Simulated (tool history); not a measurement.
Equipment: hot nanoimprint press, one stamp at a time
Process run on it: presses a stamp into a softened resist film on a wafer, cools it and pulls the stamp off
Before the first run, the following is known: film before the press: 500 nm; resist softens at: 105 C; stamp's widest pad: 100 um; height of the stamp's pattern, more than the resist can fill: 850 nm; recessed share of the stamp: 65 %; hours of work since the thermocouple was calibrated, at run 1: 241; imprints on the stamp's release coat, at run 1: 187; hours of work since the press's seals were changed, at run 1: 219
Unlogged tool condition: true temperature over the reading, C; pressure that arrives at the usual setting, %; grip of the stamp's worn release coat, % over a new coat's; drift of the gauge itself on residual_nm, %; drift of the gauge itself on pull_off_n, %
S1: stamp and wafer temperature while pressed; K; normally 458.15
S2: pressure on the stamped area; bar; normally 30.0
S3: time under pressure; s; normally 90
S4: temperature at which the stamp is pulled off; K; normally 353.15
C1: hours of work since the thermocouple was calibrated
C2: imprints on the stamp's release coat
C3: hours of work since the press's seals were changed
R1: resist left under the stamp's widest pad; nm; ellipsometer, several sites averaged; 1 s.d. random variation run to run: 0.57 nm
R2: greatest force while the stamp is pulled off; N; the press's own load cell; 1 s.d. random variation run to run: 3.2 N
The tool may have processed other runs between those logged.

Run 1, hour 0.0: usual settings; C1 241; C2 187; C3 219. Result: R1 266.4 nm, R2 190 N.
Run 2, hour 9.3: usual settings; C1 246; C2 211; C3 223. Result: R1 266.3 nm, R2 189 N.
Run 3, hour 14.3: usual settings; C1 248; C2 224; C3 226. Result: R1 266.8 nm, R2 191 N.
Run 4, hour 22.6: usual settings; C1 252; C2 246; C3 230. Result: R1 266.3 nm, R2 190 N.
Run 5, hour 29.3: usual settings; C1 256; C2 263; C3 233. Result: R1 266.7 nm, R2 191 N.
Run 6, hour 38.7: usual settings but S2 18.4 bar; C1 260; C2 288; C3 238. Result: R1 335.0 nm, R2 193 N.
Run 7, hour 46.0: usual settings but S2 18.4 bar; C1 264; C2 307; C3 241. Result: R1 336.2 nm, R2 197 N.
Run 8, hour 53.5: usual settings but S2 18.4 bar; C1 267; C2 326; C3 245. Result: R1 336.4 nm, R2 191 N.
Run 9, hour 61.2: usual settings but S2 18.4 bar; C1 271; C2 347; C3 249. Result: R1 336.1 nm, R2 197 N.
Run 10, hour 71.7: usual settings but S2 18.4 bar; C1 276; C2 374; C3 254. Result: R1 335.7 nm, R2 201 N.
Run 11, hour 82.3: usual settings but S2 18.4 bar; C1 281; C2 401; C3 259. Result: R1 336.0 nm, R2 203 N.
Run 12, hour 89.2: usual settings; C1 285; C2 419; C3 262. Result: R1 266.0 nm, R2 194 N.
Run 13, hour 98.7: usual settings but S2 20.6 bar; C1 289; C2 444; C3 267. Result: R1 319.1 nm, R2 193 N.
Run 14, hour 104.0: usual settings but S2 20.6 bar, S4 348.15 K; C1 292; C2 458; C3 269. Result: R1 319.1 nm, R2 204 N.
Run 15, hour 110.3: usual settings; C1 295; C2 475; C3 273. Result: R1 265.6 nm, R2 199 N.
Run 16, hour 119.6: usual settings; C1 300; C2 499; C3 277. Result: R1 266.6 nm, R2 201 N.
Run 17, hour 125.4: usual settings but S1 462.15 K, S2 28.2 bar, S3 64 s; C1 302; C2 514; C3 280. Result: R1 276.7 nm, R2 196 N.

Expected results for the next run?
Run 18, hour 131.6: usual settings but S1 447.15 K, S2 18.3 bar, S4 356.15 K; C1 305; C2 530; C3 283. Result: R1 ?, R2 ?.

Run 18 measured R1 408.5 nm, R2 190 N.
Take away the tool's hidden state, keep the run-to-run variation as it was, and the same run would have given R1 413.0 nm, R2 184 N.
